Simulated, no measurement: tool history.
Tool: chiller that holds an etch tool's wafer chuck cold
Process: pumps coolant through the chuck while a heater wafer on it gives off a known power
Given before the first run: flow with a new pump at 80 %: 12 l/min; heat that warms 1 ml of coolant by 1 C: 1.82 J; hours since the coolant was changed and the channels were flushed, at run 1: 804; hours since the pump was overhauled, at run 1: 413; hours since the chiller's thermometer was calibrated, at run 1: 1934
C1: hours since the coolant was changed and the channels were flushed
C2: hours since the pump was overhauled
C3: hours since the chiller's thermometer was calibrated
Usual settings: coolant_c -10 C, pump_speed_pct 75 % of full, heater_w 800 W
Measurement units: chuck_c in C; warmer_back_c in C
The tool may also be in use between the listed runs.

{"run": 1, "hour": 0.0, "coolant_c": -10, "pump_speed_pct": 75, "heater_w": 800, "C1": 804, "C2": 413, "C3": 1934, "chuck_c": -1.2, "warmer_back_c": 2.36}
{"run": 2, "hour": 72.0, "coolant_c": -10, "pump_speed_pct": 75, "heater_w": 800, "C1": 876, "C2": 485, "C3": 2006, "chuck_c": -1.3, "warmer_back_c": 2.34}
{"run": 3, "hour": 125.4, "coolant_c": -10, "pump_speed_pct": 75, "heater_w": 800, "C1": 929, "C2": 538, "C3": 2059, "chuck_c": -1.3, "warmer_back_c": 2.33}
{"run": 4, "hour": 212.4, "coolant_c": -10, "pump_speed_pct": 75, "heater_w": 800, "C1": 1016, "C2": 625, "C3": 2146, "chuck_c": -1, "warmer_back_c": 2.36}
{"run": 5, "hour": 309.0, "coolant_c": -10, "pump_speed_pct": 75, "heater_w": 800, "C1": 1113, "C2": 722, "C3": 2243, "chuck_c": -1.2, "warmer_back_c": 2.36}
{"run": 6, "hour": 369.0, "coolant_c": -10, "pump_speed_pct": 75, "heater_w": 770, "C1": 1173, "C2": 782, "C3": 2303, "chuck_c": -1.6, "warmer_back_c": 2.3}
{"run": 7, "hour": 416.2, "coolant_c": -10, "pump_speed_pct": 75, "heater_w": 770, "C1": 1220, "C2": 829, "C3": 2350, "chuck_c": -1.5, "warmer_back_c": 2.24}
{"run": 8, "hour": 460.7, "coolant_c": -10, "pump_speed_pct": 75, "heater_w": 770, "C1": 1265, "C2": 874, "C3": 2394, "chuck_c": -1.5, "warmer_back_c": 2.27}
{"run": 9, "hour": 517.5, "coolant_c": -10, "pump_speed_pct": 75, "heater_w": 770, "C1": 1321, "C2": 931, "C3": 2451, "chuck_c": -1.3, "warmer_back_c": 2.3}
{"run": 10, "hour": 607.0, "coolant_c": -10, "pump_speed_pct": 75, "heater_w": 770, "C1": 1411, "C2": 1020, "C3": 2541, "chuck_c": -1.6, "warmer_back_c": 2.28}
{"run": 11, "hour": 676.7, "coolant_c": -10, "pump_speed_pct": 75, "heater_w": 800, "C1": 1481, "C2": 1090, "C3": 2610, "chuck_c": -1.1, "warmer_back_c": 2.35}
{"run": 12, "hour": 767.4, "coolant_c": -10, "pump_speed_pct": 75, "heater_w": 800, "C1": 1571, "C2": 1180, "C3": 2701, "chuck_c": -1, "warmer_back_c": 2.4}
{"run": 13, "hour": 872.4, "coolant_c": -10, "pump_speed_pct": 75, "heater_w": 800, "C1": 1676, "C2": 1286, "C3": 2806, "chuck_c": -1.2, "warmer_back_c": 2.36}
{"run": 14, "hour": 968.7, "coolant_c": -10, "pump_speed_pct": 75, "heater_w": 800, "C1": 1773, "C2": 1382, "C3": 2902, "chuck_c": -0.9, "warmer_back_c": 2.4}
{"hour": 1005.9, "done": "chiller's thermometer calibrated"}
{"run": 15, "hour": 1053.9, "coolant_c": -2, "pump_speed_pct": 75, "heater_w": 800, "C1": 1857, "C2": 1466, "C3": 48, "chuck_c": 7.3, "warmer_back_c": 2.35}
{"run": 16, "hour": 1099.9, "coolant_c": -2, "pump_speed_pct": 75, "heater_w": 800, "C1": 1903, "C2": 1512, "C3": 94, "chuck_c": 7.3, "warmer_back_c": 2.36}
{"run": 17, "hour": 1147.0, "coolant_c": -2, "pump_speed_pct": 75, "heater_w": 800, "C1": 1950, "C2": 1559, "C3": 141, "chuck_c": 7.2, "warmer_back_c": 2.38}
{"run": 18, "hour": 1235.7, "coolant_c": -16, "pump_speed_pct": 63, "heater_w": 634, "C1": 2039, "C2": 1648, "C3": 230, "chuck_c": -7.6, "warmer_back_c": 2.22}
{"run": 19, "hour": 1318.3, "coolant_c": -16, "pump_speed_pct": 92, "heater_w": 920, "C1": 2121, "C2": 1730, "C3": 312, "chuck_c": -6.8, "warmer_back_c": 2.28}
{"run": 20, "hour": 1375.0, "coolant_c": -5, "pump_speed_pct": 68, "heater_w": 800, "C1": 2178, "C2": 1787, "C3": 369, "chuck_c": 5.1, "warmer_back_c": 2.66}
{"run": 21, "hour": 1458.3, "coolant_c": -5, "pump_speed_pct": 68, "heater_w": 800, "C1": 2261, "C2": 1870, "C3": 452, "chuck_c": 5, "warmer_back_c": 2.64}
{"run": 22, "hour": 1516.5, "coolant_c": -9, "pump_speed_pct": 98, "heater_w": 560, "C1": 2319, "C2": 1929, "C3": 511, "chuck_c": -3.6, "warmer_back_c": 1.29}
{"run": 23, "hour": 1587.8, "coolant_c": -6, "pump_speed_pct": 64, "heater_w": 800, "C1": 2391, "C2": 2000, "C3": 582, "chuck_c": 4.4, "warmer_back_c": 2.8}
{"run": 24, "hour": 1650.8, "coolant_c": -17, "pump_speed_pct": 74, "heater_w": 494, "C1": 2454, "C2": 2063, "C3": 645, "chuck_c": -11.2, "warmer_back_c": 1.49}
{"run": 25, "hour": 1741.9, "coolant_c": -17, "pump_speed_pct": 74, "heater_w": 494, "C1": 2545, "C2": 2154, "C3": 736, "chuck_c": -11.1, "warmer_back_c": 1.48}
{"run": 26, "hour": 1843.7, "coolant_c": -17, "pump_speed_pct": 78, "heater_w": 494, "C1": 2647, "C2": 2256, "C3": 838, "chuck_c": -11.4, "warmer_back_c": 1.4}
{"run": 27, "hour": 1921.6, "coolant_c": -20, "pump_speed_pct": 84, "heater_w": 827, "C1": 2724, "C2": 2334, "C3": 916, "chuck_c": -11.2, "warmer_back_c": 2.22}
{"run": 28, "hour": 2013.3, "coolant_c": -2, "pump_speed_pct": 84, "heater_w": 482, "C1": 2816, "C2": 2425, "C3": 1007, "chuck_c": 3.1, "warmer_back_c": 1.3}
{"run": 29, "hour": 2078.8, "coolant_c": -14, "pump_speed_pct": 83, "heater_w": 790, "C1": 2882, "C2": 2491, "C3": 1073, "chuck_c": -5.2, "warmer_back_c": 2.17}
{"run": 30, "hour": 2142.2, "coolant_c": -10, "pump_speed_pct": 71, "heater_w": 1054, "C1": 2945, "C2": 2554, "C3": 1136, "chuck_c": 3.1, "warmer_back_c": 3.31}
{"run": 31, "hour": 2212.1, "coolant_c": -10, "pump_speed_pct": 71, "heater_w": 1054, "C1": 3015, "C2": 2624, "C3": 1206, "chuck_c": 2.9, "warmer_back_c": 3.37}

Subtracting, for every run, the result it would have given without the tool's unlogged condition from the measured result gives the following. The same run-to-run variation enters both numbers; the gauge's scatter may not:
The hidden state here: heat passed by the chuck's channels, % of clean ones'; flow at a given pump speed, % of a new pump's; coolant's true temperature over the reading, C; drift of the gauge itself on chuck_c, C; drift of the gauge itself on warmer_back_c, C.
run=1 chuck_c=+0.1 warmer_back_c=+0
run=2 chuck_c=+0.1 warmer_back_c=+0
run=3 chuck_c=+0.2 warmer_back_c=+0
run=4 chuck_c=+0.1 warmer_back_c=+0.01
run=5 chuck_c=+0.2 warmer_back_c=+0.01
run=6 chuck_c=+0.1 warmer_back_c=+0.01
run=7 chuck_c=+0.1 warmer_back_c=+0.01
run=8 chuck_c=+0.2 warmer_back_c=+0.02
run=9 chuck_c=+0.2 warmer_back_c=+0.02
run=10 chuck_c=+0.2 warmer_back_c=+0.02
run=11 chuck_c=+0.2 warmer_back_c=+0.02
run=12 chuck_c=+0.3 warmer_back_c=+0.03
run=13 chuck_c=+0.3 warmer_back_c=+0.02
run=14 chuck_c=+0.3 warmer_back_c=+0.03
run=15 chuck_c=+0.6 warmer_back_c=+0.03
run=16 chuck_c=+0.5 warmer_back_c=+0.04
run=17 chuck_c=+0.6 warmer_back_c=+0.04
run=18 chuck_c=+0.5 warmer_back_c=+0.03
run=19 chuck_c=+0.6 warmer_back_c=+0.04
run=20 chuck_c=+0.7 warmer_back_c=+0.05
run=21 chuck_c=+0.7 warmer_back_c=+0.05
run=22 chuck_c=+0.4 warmer_back_c=+0.02
run=23 chuck_c=+0.8 warmer_back_c=+0.06
run=24 chuck_c=+0.5 warmer_back_c=+0.03
run=25 chuck_c=+0.5 warmer_back_c=+0.03
run=26 chuck_c=+0.4 warmer_back_c=+0.03
run=27 chuck_c=+0.7 warmer_back_c=+0.05
run=28 chuck_c=+0.4 warmer_back_c=+0.03
run=29 chuck_c=+0.8 warmer_back_c=+0.05
run=30 chuck_c=+1.1 warmer_back_c=+0.09
run=31 chuck_c=+1.2 warmer_back_c=+0.09

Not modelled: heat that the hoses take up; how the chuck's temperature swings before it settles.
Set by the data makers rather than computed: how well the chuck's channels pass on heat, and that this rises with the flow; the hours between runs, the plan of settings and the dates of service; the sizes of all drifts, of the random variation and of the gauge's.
